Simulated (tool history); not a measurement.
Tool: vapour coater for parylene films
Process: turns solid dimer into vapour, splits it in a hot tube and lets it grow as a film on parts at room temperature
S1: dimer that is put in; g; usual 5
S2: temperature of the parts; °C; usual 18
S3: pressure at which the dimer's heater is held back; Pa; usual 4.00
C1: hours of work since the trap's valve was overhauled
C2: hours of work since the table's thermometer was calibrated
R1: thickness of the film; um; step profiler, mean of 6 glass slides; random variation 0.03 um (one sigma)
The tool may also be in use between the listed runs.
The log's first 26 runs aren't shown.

run	hour	S1	S2	S3	C1	C2	R1
# hour 748.9: trap's valve overhauled
27	754.0	5	18	11.74	3	719	2.26
28	773.4	5	18	11.74	16	731	2.24
29	801.6	3	21	2.80	35	750	1.67
30	819.1	3	21	2.80	47	762	1.66
31	847.0	8	18	4.00	65	780	4.60
32	884.0	2	18	3.74	90	805	1.15
33	914.2	2	18	3.74	110	825	1.16
34	939.2	2	18	3.74	126	841	1.12
35	972.5	2	18	3.74	148	863	1.11
36	993.2	5	23	3.04	162	877	2.44
37	1021.9	6	17	3.90	181	896	3.41
38	1049.7	4	18	5.86	199	915	2.00
39	1069.5	6	18	2.73	213	928	3.53
40	1091.5	3	22	2.73	227	942	1.49
41	1123.5	7	22	2.73	248	964	3.44
42	1142.1	5	11	4.00	261	976	3.35

Forecast run 43:
43	1174.2	9	17	3.79	282	997	?

R1: 5.07 um
Without the tool's hidden state the same run would have given R1 5.52 um.
